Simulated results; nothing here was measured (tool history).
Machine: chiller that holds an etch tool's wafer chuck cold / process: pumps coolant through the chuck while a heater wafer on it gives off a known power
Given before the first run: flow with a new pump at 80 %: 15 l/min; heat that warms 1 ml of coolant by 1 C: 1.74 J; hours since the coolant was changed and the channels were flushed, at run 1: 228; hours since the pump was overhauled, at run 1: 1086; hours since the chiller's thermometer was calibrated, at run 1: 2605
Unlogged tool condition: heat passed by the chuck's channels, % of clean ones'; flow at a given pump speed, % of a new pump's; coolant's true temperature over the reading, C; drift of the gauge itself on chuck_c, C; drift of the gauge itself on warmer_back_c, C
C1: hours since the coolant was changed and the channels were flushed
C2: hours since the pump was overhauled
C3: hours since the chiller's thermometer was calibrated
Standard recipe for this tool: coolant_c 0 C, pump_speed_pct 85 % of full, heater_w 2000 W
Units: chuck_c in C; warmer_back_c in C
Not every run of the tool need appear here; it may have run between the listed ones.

run 1 hour=0.0 | coolant_c=0 pump_speed_pct=85 heater_w=2000 | C1=228 C2=1086 C3=2605 | chuck_c=14.9 warmer_back_c=4.38
run 2 hour=14.9 | coolant_c=0 pump_speed_pct=85 heater_w=2000 | C1=243 C2=1101 C3=2620 | chuck_c=14.9 warmer_back_c=4.45
run 3 hour=28.0 | coolant_c=0 pump_speed_pct=70 heater_w=2000 | C1=256 C2=1114 C3=2633 | chuck_c=18.2 warmer_back_c=5.46
run 4 hour=46.1 | coolant_c=0 pump_speed_pct=70 heater_w=2000 | C1=274 C2=1132 C3=2651 | chuck_c=18.4 warmer_back_c=5.47
run 5 hour=60.7 | coolant_c=0 pump_speed_pct=85 heater_w=2000 | C1=289 C2=1147 C3=2666 | chuck_c=15.0 warmer_back_c=4.40
run 6 hour=85.9 | coolant_c=0 pump_speed_pct=85 heater_w=2903 | C1=314 C2=1172 C3=2691 | chuck_c=22.0 warmer_back_c=6.35
run 7 hour=99.0 | coolant_c=0 pump_speed_pct=85 heater_w=2903 | C1=327 C2=1185 C3=2704 | chuck_c=21.9 warmer_back_c=6.34
run 8 hour=128.5 | coolant_c=0 pump_speed_pct=85 heater_w=2903 | C1=357 C2=1215 C3=2734 | chuck_c=22.2 warmer_back_c=6.36
run 9 hour=149.0 | coolant_c=0 pump_speed_pct=85 heater_w=2903 | C1=377 C2=1235 C3=2754 | chuck_c=22.0 warmer_back_c=6.36
run 10 hour=175.8 | coolant_c=0 pump_speed_pct=85 heater_w=2903 | C1=404 C2=1262 C3=2781 | chuck_c=21.9 warmer_back_c=6.37
run 11 hour=193.4 | coolant_c=0 pump_speed_pct=85 heater_w=2000 | C1=422 C2=1280 C3=2798 | chuck_c=15.2 warmer_back_c=4.39
run 12 hour=215.5 | coolant_c=0 pump_speed_pct=85 heater_w=2000 | C1=444 C2=1302 C3=2821 | chuck_c=15.3 warmer_back_c=4.42
run 13 hour=235.3 | coolant_c=0 pump_speed_pct=85 heater_w=2000 | C1=464 C2=1322 C3=2840 | chuck_c=15.2 warmer_back_c=4.38
run 14 hour=255.3 | coolant_c=0 pump_speed_pct=85 heater_w=2000 | C1=484 C2=1342 C3=2860 | chuck_c=15.2 warmer_back_c=4.37
run 15 hour=270.9 | coolant_c=-9 pump_speed_pct=85 heater_w=2000 | C1=499 C2=1357 C3=2876 | chuck_c=6.0 warmer_back_c=4.39
run 16 hour=296.6 | coolant_c=-10 pump_speed_pct=85 heater_w=2000 | C1=525 C2=1383 C3=2902 | chuck_c=5.1 warmer_back_c=4.40
run 17 hour=314.3 | coolant_c=-10 pump_speed_pct=85 heater_w=2000 | C1=543 C2=1401 C3=2919 | chuck_c=5.2 warmer_back_c=4.42
run 18 hour=333.5 | coolant_c=-10 pump_speed_pct=85 heater_w=2000 | C1=562 C2=1420 C3=2938 | chuck_c=5.3 warmer_back_c=4.36
run 19 hour=364.1 | coolant_c=-10 pump_speed_pct=85 heater_w=2000 | C1=593 C2=1451 C3=2969 | chuck_c=5.2 warmer_back_c=4.40
run 20 hour=391.5 | coolant_c=0 pump_speed_pct=71 heater_w=2062 | C1=620 C2=1478 C3=2997 | chuck_c=18.8 warmer_back_c=5.59
run 21 hour=411.9 | coolant_c=0 pump_speed_pct=71 heater_w=2062 | C1=640 C2=1498 C3=3017 | chuck_c=18.9 warmer_back_c=5.59
run 22 hour=429.8 | coolant_c=6 pump_speed_pct=96 heater_w=1485 | C1=658 C2=1516 C3=3035 | chuck_c=15.7 warmer_back_c=2.85
run 23 hour=446.9 | coolant_c=-6 pump_speed_pct=68 heater_w=1933 | C1=675 C2=1533 C3=3052 | chuck_c=12.5 warmer_back_c=5.58
run 24 hour=469.3 | coolant_c=9 pump_speed_pct=94 heater_w=1165 | C1=698 C2=1556 C3=3074 | chuck_c=16.8 warmer_back_c=2.28
run 25 hour=498.4 | coolant_c=-8 pump_speed_pct=85 heater_w=2000 | C1=727 C2=1585 C3=3103 | chuck_c=7.2 warmer_back_c=4.46
run 26 hour=518.0 | coolant_c=-8 pump_speed_pct=85 heater_w=2000 | C1=746 C2=1604 C3=3123 | chuck_c=7.0 warmer_back_c=4.44
run 27 hour=536.9 | coolant_c=7 pump_speed_pct=85 heater_w=2000 | C1=765 C2=1623 C3=3142 | chuck_c=22.3 warmer_back_c=4.40
run 28 hour=553.2 | coolant_c=3 pump_speed_pct=85 heater_w=2865 | C1=782 C2=1640 C3=3158 | chuck_c=25.0 warmer_back_c=6.37

For run 29, what comes out?
run 29 hour=570.2 | coolant_c=3 pump_speed_pct=85 heater_w=2865 | C1=799 C2=1657 C3=3175 | chuck_c=? warmer_back_c=?

{"run 29": {"chuck_c": 25.1, "warmer_back_c": 6.39}}
Take away the tool's hidden state, keep the run-to-run variation as it was, and the same run would have given chuck_c 24.4 C, warmer_back_c 6.17 C.
